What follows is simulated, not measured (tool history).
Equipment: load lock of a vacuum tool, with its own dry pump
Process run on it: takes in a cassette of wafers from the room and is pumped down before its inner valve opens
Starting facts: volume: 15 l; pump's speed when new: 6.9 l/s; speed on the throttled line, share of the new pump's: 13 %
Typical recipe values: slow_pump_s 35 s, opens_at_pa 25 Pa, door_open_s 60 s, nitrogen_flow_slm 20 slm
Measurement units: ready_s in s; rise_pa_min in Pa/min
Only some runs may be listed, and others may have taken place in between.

run    hour  slow_pump_s  opens_at_pa  door_open_s  nitrogen_flow_slm  incoming humidity of the room's air, %  ready_s  rise_pa_min
  1     0.0           35           25           60                 20                                    44.2     48.9        0.066
  2   268.4           35           25           60                 20                                    44.0     48.8        0.068
  3   445.2           35           43           60                 20                                    44.7     47.5        0.065
  4   802.0           35           43           60                 20                                    46.0     47.5        0.066
  5  1044.3           35           43           60                 20                                    44.5     47.5        0.070
  6  1336.3           35           43           60                 20                                    45.4     47.2        0.066
  7  1663.8           43           25           60                 20                                    45.1     55.5        0.064
  8  1951.4           43           25           60                 20                                    44.1     55.7        0.063
  9  2118.9           43           32           30                 27                                    46.9     55.7        0.050
 10  2464.0           64           21           60                 20                                    47.1     74.2        0.064
 11  2668.6           25           22           60                 20                                    45.6     40.1        0.063
 12  2945.7           25           22           60                 20                                    45.9     40.0        0.066
 13  3159.5           35           25           89                 20                                    44.8     48.5        0.073
 14  3372.9           26           36           38                 20                                    44.8     40.0        0.058

Here are 5 independent what-if runs from the current tool condition. What would each one return?
  A  3535.1           69           25           60                 20                                    45.5        ?            ?
  B  3535.1           35           19           73                 20                                    47.9        ?            ?
  C  3535.1           35           47           60                 24                                    44.7        ?            ?
  D  3535.1           26           31           53                 15                                    48.3        ?            ?
  E  3535.1           35           21           62                  5                                    44.7        ?            ?

run  ready_s  rise_pa_min
  A     78.3        0.068
  B     49.2        0.074
  C     47.6        0.060
  D     40.3        0.080
  E     49.6        0.100
With the hidden condition removed and each run's random variation left untouched, the same runs would have given:
run  ready_s  rise_pa_min
  A     78.3        0.066
  B     49.2        0.073
  C     47.6        0.058
  D     40.3        0.078
  E     49.6        0.099
